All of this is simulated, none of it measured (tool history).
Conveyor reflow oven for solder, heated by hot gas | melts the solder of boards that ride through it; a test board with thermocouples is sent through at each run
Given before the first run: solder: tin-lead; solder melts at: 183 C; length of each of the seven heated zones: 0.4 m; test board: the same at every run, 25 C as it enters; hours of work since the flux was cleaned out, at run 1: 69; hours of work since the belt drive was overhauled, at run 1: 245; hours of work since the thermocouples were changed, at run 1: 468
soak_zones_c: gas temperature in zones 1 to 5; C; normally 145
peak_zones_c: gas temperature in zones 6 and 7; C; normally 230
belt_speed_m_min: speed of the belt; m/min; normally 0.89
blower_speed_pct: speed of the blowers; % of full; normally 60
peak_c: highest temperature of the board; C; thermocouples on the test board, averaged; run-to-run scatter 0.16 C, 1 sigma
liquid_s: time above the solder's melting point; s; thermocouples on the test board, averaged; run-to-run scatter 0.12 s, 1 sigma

| run | hour | soak_zones_c | peak_zones_c | belt_speed_m_min | blower_speed_pct | hours of work since the flux was cleaned out | hours of work since the belt drive was overhauled | hours of work since the thermocouples were changed | peak_c | liquid_s |
|---|---|---|---|---|---|---|---|---|---|---|
| 1 | 0 | 145 | 230 | 0.89 | 60 | 69 | 245 | 468 | 210.5 | 37.2 |
| 2 | 8.8 | 145 | 230 | 0.89 | 60 | 75 | 252 | 475 | 210.8 | 37.3 |
| 3 | 16.5 | 145 | 230 | 0.89 | 60 | 81 | 257 | 481 | 210.4 | 37.3 |
| 4 | 27.9 | 145 | 230 | 0.89 | 60 | 90 | 266 | 489 | 210.6 | 37.3 |
| 5 | 34.2 | 145 | 230 | 0.89 | 60 | 95 | 271 | 494 | 210.4 | 37.2 |
| 6 | 46.3 | 145 | 230 | 0.89 | 60 | 104 | 280 | 503 | 210.7 | 37.3 |
| 7 | 53.4 | 145 | 230 | 0.89 | 60 | 109 | 285 | 509 | 210.2 | 37.4 |
| 8 | 65.8 | 145 | 230 | 0.77 | 60 | 119 | 295 | 518 | 215.3 | 47.3 |
| 9 | 74.1 | 145 | 230 | 0.841 | 60 | 125 | 301 | 524 | 212.2 | 41.1 |
| 10 | 86.6 | 145 | 230 | 0.841 | 60 | 134 | 311 | 534 | 212.4 | 40.9 |
| 11 | 97.3 | 145 | 230 | 0.841 | 60 | 142 | 319 | 542 | 212.7 | 41.4 |
| 12 | 106 | 145 | 230 | 0.89 | 60 | 149 | 325 | 549 | 210.5 | 37.2 |
| 13 | 118.7 | 145 | 230 | 0.9 | 60 | 159 | 335 | 558 | 210 | 36.3 |
| 14 | 125.2 | 145 | 230 | 0.9 | 60 | 164 | 340 | 563 | 209.8 | 36.1 |
| 15 | 137.8 | 145 | 230 | 0.944 | 60 | 173 | 349 | 573 | 208.2 | 33.1 |
|  | 151.3 | thermocouples of zones 6 and 7 changed |
| 16 | 151.7 | 145 | 230 | 0.944 | 60 | 182 | 358 | 0 | 206.4 | 31.9 |
| 17 | 157.4 | 145 | 230 | 0.944 | 60 | 186 | 363 | 5 | 206.6 | 31.8 |
| 18 | 170.8 | 145 | 230 | 0.944 | 60 | 197 | 373 | 15 | 206.6 | 31.9 |
| 19 | 183.7 | 158 | 238 | 0.956 | 57 | 206 | 383 | 25 | 214.9 | 40.5 |
| 20 | 194.7 | 158 | 226 | 0.867 | 57 | 215 | 391 | 33 | 208.7 | 41.4 |
| 21 | 201.7 | 145 | 230 | 0.833 | 72 | 220 | 396 | 38 | 213.6 | 42.9 |
| 22 | 210.6 | 145 | 230 | 0.833 | 72 | 227 | 403 | 45 | 213.6 | 42.9 |
| 23 | 222.8 | 145 | 235 | 0.767 | 72 | 236 | 412 | 54 | 220.2 | 51 |
| 24 | 229.1 | 145 | 235 | 0.767 | 72 | 241 | 417 | 59 | 220.4 | 51.1 |
| 25 | 235.2 | 145 | 230 | 0.89 | 63 | 245 | 422 | 64 | 209.3 | 36.5 |
| 26 | 243.1 | 130 | 234 | 1.065 | 52 | 251 | 428 | 69 | 196.4 | 16.7 |
| 27 | 254.1 | 138 | 230 | 0.967 | 60 | 260 | 436 | 78 | 203.5 | 26.9 |
| 28 | 264.4 | 138 | 230 | 0.967 | 60 | 268 | 444 | 86 | 203.5 | 26.8 |
| 29 | 272.6 | 138 | 230 | 0.967 | 60 | 274 | 450 | 92 | 203.5 | 26.7 |
| 30 | 283.4 | 147 | 234 | 1.011 | 58 | 282 | 458 | 100 | 206.7 | 29.7 |
| 31 | 295 | 147 | 234 | 1.011 | 58 | 291 | 467 | 109 | 206.5 | 29.5 |

Forecast each of these 3 alternatives for the next run:
| A | 300.7 | 155 | 230 | 0.89 | 60 | 295 | 471 | 113 | ? | ? |
| B | 300.7 | 147 | 234 | 0.777 | 58 | 295 | 471 | 113 | ? | ? |
| C | 300.7 | 147 | 243 | 1.011 | 76 | 295 | 471 | 113 | ? | ? |

| run | peak_c | liquid_s |
|---|---|---|
| A | 210.8 | 40.8 |
| B | 216.2 | 48.1 |
| C | 218.5 | 37.7 |
Take away the tool's hidden state, keep each run's random variation, and the runs would have read:
| run | peak_c | liquid_s |
|---|---|---|
| A | 211.7 | 41.3 |
| B | 217.1 | 48.4 |
| C | 220.1 | 38.3 |

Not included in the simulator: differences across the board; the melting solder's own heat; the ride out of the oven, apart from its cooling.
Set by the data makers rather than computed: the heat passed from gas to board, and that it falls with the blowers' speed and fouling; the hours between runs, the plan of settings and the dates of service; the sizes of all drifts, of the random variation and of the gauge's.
